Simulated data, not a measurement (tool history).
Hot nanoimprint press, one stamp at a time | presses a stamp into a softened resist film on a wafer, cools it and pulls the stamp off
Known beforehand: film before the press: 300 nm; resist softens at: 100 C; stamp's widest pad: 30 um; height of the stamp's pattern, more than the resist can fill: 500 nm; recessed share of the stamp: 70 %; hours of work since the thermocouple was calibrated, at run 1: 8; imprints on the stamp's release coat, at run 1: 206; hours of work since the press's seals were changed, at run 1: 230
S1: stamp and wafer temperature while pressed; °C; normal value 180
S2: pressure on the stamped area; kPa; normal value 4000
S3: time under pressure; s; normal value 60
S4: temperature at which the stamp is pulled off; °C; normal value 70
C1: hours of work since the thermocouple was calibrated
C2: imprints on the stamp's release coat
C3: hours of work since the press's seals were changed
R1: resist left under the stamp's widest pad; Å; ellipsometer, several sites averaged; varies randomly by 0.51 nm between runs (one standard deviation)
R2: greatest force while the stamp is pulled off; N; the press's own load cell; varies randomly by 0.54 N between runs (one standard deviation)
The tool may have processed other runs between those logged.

run 1 hour=0 | S1=180 S2=4000 S3=60 S4=70 | C1=8 C2=206 C3=230 | R1=1419 R2=130.9
run 2 hour=34 | S1=180 S2=4000 S3=60 S4=70 | C1=28 C2=307 C3=250 | R1=1410 R2=132
run 3 hour=106.5 | S1=180 S2=4000 S3=60 S4=70 | C1=71 C2=524 C3=292 | R1=1405 R2=132.4
run 4 hour=137.1 | S1=180 S2=4000 S3=49 S4=70 | C1=89 C2=615 C3=310 | R1=1509 R2=131.9
-- hour=162.6 stamp cleaned and given a new release coat
run 5 hour=192.3 | S1=180 S2=4000 S3=33 S4=70 | C1=118 C2=89 C3=339 | R1=1732 R2=132.1
run 6 hour=233.2 | S1=190 S2=4000 S3=60 S4=70 | C1=142 C2=211 C3=363 | R1=952 R2=131.8
run 7 hour=272.3 | S1=180 S2=4000 S3=60 S4=64 | C1=165 C2=328 C3=386 | R1=1388 R2=136.7
run 8 hour=325.2 | S1=180 S2=4000 S3=60 S4=64 | C1=196 C2=485 C3=418 | R1=1390 R2=135.5
run 9 hour=364.7 | S1=180 S2=4000 S3=63 S4=70 | C1=219 C2=604 C3=441 | R1=1358 R2=132.9
-- hour=391.3 stamp cleaned and given a new release coat
run 10 hour=426.9 | S1=180 S2=4000 S3=63 S4=70 | C1=253 C2=107 C3=474 | R1=1351 R2=131.8
run 11 hour=475 | S1=180 S2=4000 S3=63 S4=70 | C1=281 C2=250 C3=502 | R1=1358 R2=132.8

What does the tool deliver on the next run?
run 12 hour=531.4 | S1=180 S2=4000 S3=63 S4=70 | C1=314 C2=419 C3=535 | R1=? R2=?

{"run 12": {"R1": 1346, "R2": 132.1}}
The same run, on a tool lacking any hidden state, would have yielded R1 1378 Å, R2 131.9 N.

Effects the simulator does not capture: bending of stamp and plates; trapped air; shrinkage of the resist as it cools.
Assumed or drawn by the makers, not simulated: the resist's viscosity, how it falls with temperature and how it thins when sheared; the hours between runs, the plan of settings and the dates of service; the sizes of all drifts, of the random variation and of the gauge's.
